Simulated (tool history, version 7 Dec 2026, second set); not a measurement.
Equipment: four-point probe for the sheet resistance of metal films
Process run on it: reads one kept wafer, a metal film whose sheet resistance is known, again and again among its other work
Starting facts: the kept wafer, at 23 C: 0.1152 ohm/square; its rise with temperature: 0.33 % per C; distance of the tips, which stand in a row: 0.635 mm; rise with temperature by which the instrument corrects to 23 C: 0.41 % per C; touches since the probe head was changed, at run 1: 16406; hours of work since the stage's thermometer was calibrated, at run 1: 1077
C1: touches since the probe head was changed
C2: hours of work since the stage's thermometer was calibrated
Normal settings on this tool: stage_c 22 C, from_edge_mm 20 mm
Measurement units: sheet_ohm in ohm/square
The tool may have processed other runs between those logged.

run 1 hour=0 | stage_c=22 from_edge_mm=20 | C1=16406 C2=1077 | sheet_ohm=0.115336
run 2 hour=19.4 | stage_c=22 from_edge_mm=20 | C1=16766 C2=1092 | sheet_ohm=0.115325
run 3 hour=62.6 | stage_c=22 from_edge_mm=20 | C1=17569 C2=1125 | sheet_ohm=0.115368
run 4 hour=105.8 | stage_c=22 from_edge_mm=20 | C1=18373 C2=1158 | sheet_ohm=0.115344
run 5 hour=140.3 | stage_c=22 from_edge_mm=20 | C1=19015 C2=1185 | sheet_ohm=0.11533
run 6 hour=176.1 | stage_c=22 from_edge_mm=20 | C1=19680 C2=1212 | sheet_ohm=0.115345
run 7 hour=220 | stage_c=22 from_edge_mm=20 | C1=20498 C2=1246 | sheet_ohm=0.115347
run 8 hour=242.3 | stage_c=22 from_edge_mm=20 | C1=20912 C2=1263 | sheet_ohm=0.115385
run 9 hour=276.2 | stage_c=31 from_edge_mm=4 | C1=21541 C2=1289 | sheet_ohm=0.116005
run 10 hour=317.8 | stage_c=20 from_edge_mm=13 | C1=22316 C2=1321 | sheet_ohm=0.115641
run 11 hour=350.2 | stage_c=18 from_edge_mm=44 | C1=22918 C2=1346 | sheet_ohm=0.115695
run 12 hour=388.7 | stage_c=18 from_edge_mm=44 | C1=23633 C2=1375 | sheet_ohm=0.115688

Estimate the outcome of run 13 from the log above:
run 13 hour=428.3 | stage_c=18 from_edge_mm=44 | C1=24371 C2=1406 | sheet_ohm=?

sheet_ohm: 0.115714 ohm/square
Minus the tool's unlogged condition, the same run would have read sheet_ohm 0.115713 ohm/square.
